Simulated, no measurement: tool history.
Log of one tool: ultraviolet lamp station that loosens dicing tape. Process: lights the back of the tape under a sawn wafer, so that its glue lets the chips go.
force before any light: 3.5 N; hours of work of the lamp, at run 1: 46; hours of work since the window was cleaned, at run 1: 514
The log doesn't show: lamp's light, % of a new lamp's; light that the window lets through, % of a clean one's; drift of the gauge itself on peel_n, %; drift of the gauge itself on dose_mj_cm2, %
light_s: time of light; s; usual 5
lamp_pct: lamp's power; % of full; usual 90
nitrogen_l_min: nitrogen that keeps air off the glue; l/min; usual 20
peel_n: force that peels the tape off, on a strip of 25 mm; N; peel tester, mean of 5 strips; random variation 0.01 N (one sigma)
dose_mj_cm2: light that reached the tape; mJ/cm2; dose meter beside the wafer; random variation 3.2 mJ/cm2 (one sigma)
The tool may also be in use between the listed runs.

run   hour  light_s  lamp_pct  nitrogen_l_min  hours of work of the lamp  hours of work since the window was cleaned  peel_n  dose_mj_cm2
  1    0.0        5        90              20                         46                                         514   0.512          442
  2    7.6        5        90              20                         51                                         519   0.508          440
  3   17.3        5        90              20                         58                                         526   0.537          444
  4   23.7        5        90              20                         62                                         530   0.539          439
  5   38.2        5        90              20                         72                                         540   0.532          432
  6   52.0        5        90              20                         81                                         549   0.565          436
  7   61.3        5        90              20                         88                                         556   0.558          439
  8   75.3        5        90              20                         97                                         565   0.522          439
  9   82.0        5        90              20                        102                                         570   0.551          433
 10   88.9        5        90              20                        106                                         574   0.553          429
 11   98.5        5        69              20                        113                                         581   0.803          332
 12  111.4        5        69              20                        122                                         590   0.797          329
 13  125.4        5        69              20                        131                                         599   0.824          327
 14  138.9        5        90               7                        140                                         609   0.972          428
 15  152.0        5        90              15                        149                                         617   0.640          426
 16  161.4        5        90              15                        156                                         624   0.666          421
 17  174.7        5        75              20                        165                                         633   0.740          356
 18  182.8        5        75              20                        170                                         638   0.765          351
 19  189.1        2        90              37                        175                                         643   1.435          169
 20  195.4        2        82              35                        179                                         647   1.525          152
 21  208.6        2        82              23                        188                                         656   1.680          152
 22  220.2        3        68              13                        196                                         664   1.653          187
 23  230.8        2        61              28                        203                                         671   1.955          111
 24  243.1        3        70              11                        211                                         679   1.702          196
     250.8  -- window cleaned of glue's vapour
 25  258.8        5        81               6                        222                                           5   0.987          432
 26  273.8        6        93               7                        232                                          16   0.603          593
 27  282.8        6        93               7                        238                                          22   0.617          599
 28  294.3        6        93              39                        246                                          30   0.249          594

4 ways to go on from here, each from the tool as it stands after run 28. What would each give?
  A  309.8        7        73               9                        256                                          40       ?            ?
  B  309.8        6        84               7                        256                                          40       ?            ?
  C  309.8        6        93               7                        256                                          40       ?            ?
  D  309.8        7        65              27                        256                                          40       ?            ?

run  peel_n  dose_mj_cm2
  A   0.589          544
  B   0.693          530
  C   0.602          592
  D   0.402          479
Without the tool's hidden state the same runs would have given:
run  peel_n  dose_mj_cm2
  A   0.545          572
  B   0.644          558
  C   0.556          623
  D   0.371          504
